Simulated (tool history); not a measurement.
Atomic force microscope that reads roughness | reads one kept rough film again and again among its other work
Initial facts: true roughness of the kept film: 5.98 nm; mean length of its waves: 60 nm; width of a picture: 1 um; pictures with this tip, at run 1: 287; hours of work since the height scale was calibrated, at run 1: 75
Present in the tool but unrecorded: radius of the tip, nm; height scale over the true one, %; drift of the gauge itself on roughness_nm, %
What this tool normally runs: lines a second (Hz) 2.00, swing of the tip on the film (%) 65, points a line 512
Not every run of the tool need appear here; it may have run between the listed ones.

run   hour  lines a second (Hz)  swing of the tip on the film (%)  points a line  pictures with this tip  hours of work since the height scale was calibrated  roughness of the kept film (nm (root mean square))
  1    0.0                 2.00                                65            512                     287                                                   75                                               4.577
  2    6.2                 2.00                                65            512                     294                                                   78                                               4.558
  3   10.9                 2.00                                65            512                     298                                                   80                                               4.556
  4   15.9                 2.00                                65            512                     303                                                   82                                               4.555
  5   25.6                 2.00                                65            512                     313                                                   86                                               4.536
  6   30.2                 2.00                                65            512                     317                                                   88                                               4.527
  7   40.1                 2.00                                65            512                     327                                                   93                                               4.494
  8   47.8                 2.00                                65            512                     335                                                   96                                               4.507
  9   55.7                 2.00                                65            512                     342                                                  100                                               4.495
      57.9  -- new tip fitted
 10   63.5                 2.00                                65            512                       6                                                  103                                               5.256
 11   71.0                 2.00                                65            512                      13                                                  106                                               5.185
      72.8  -- height scale calibrated on a step standard
 12   79.5                 2.00                                65            512                      20                                                    3                                               5.170
 13   88.1                 2.00                                65            512                      29                                                    7                                               5.125
 14   93.4                 2.00                                65            512                      34                                                    9                                               5.130
 15  101.4                 2.00                                70            714                      42                                                   13                                               4.956
 16  109.8                 2.00                                70            714                      50                                                   16                                               4.959
     111.2  -- height scale calibrated on a step standard, once more
 17  120.4                 2.00                                70            714                      60                                                    4                                               4.980
 18  130.4                 2.00                                70            714                      70                                                    8                                               4.914
 19  135.8                 0.62                                62            512                      75                                                   11                                               5.321
 20  142.9                 1.02                                73            598                      82                                                   14                                               5.111
 21  147.1                 1.02                                73            598                      86                                                   16                                               5.081
 22  153.7                 1.92                                73            598                      92                                                   19                                               4.828
 23  163.7                 1.23                                64            451                     102                                                   23                                               5.124
 24  173.0                 2.00                                65            457                     111                                                   27                                               4.972
 25  178.7                 2.00                                65            457                     117                                                   30                                               4.947

Each row is a separate what-if for the run after 25, all from the same tool condition, not one after another. Results?
  A  186.1                 2.00                                81            457                     124                                                   33                                                   ?
  B  186.1                 0.87                                61            512                     124                                                   33                                                   ?
  C  186.1                 0.89                                65            356                     124                                                   33                                                   ?
  D  186.1                 3.89                                79            512                     124                                                   33                                                   ?

run  roughness of the kept film (nm (root mean square))
  A                                               4.528
  B                                               5.134
  C                                               5.118
  D                                               4.076
Without the tool's unlogged condition, the same runs would have read:
run  roughness of the kept film (nm (root mean square))
  A                                               4.811
  B                                               5.456
  C                                               5.439
  D                                               4.332

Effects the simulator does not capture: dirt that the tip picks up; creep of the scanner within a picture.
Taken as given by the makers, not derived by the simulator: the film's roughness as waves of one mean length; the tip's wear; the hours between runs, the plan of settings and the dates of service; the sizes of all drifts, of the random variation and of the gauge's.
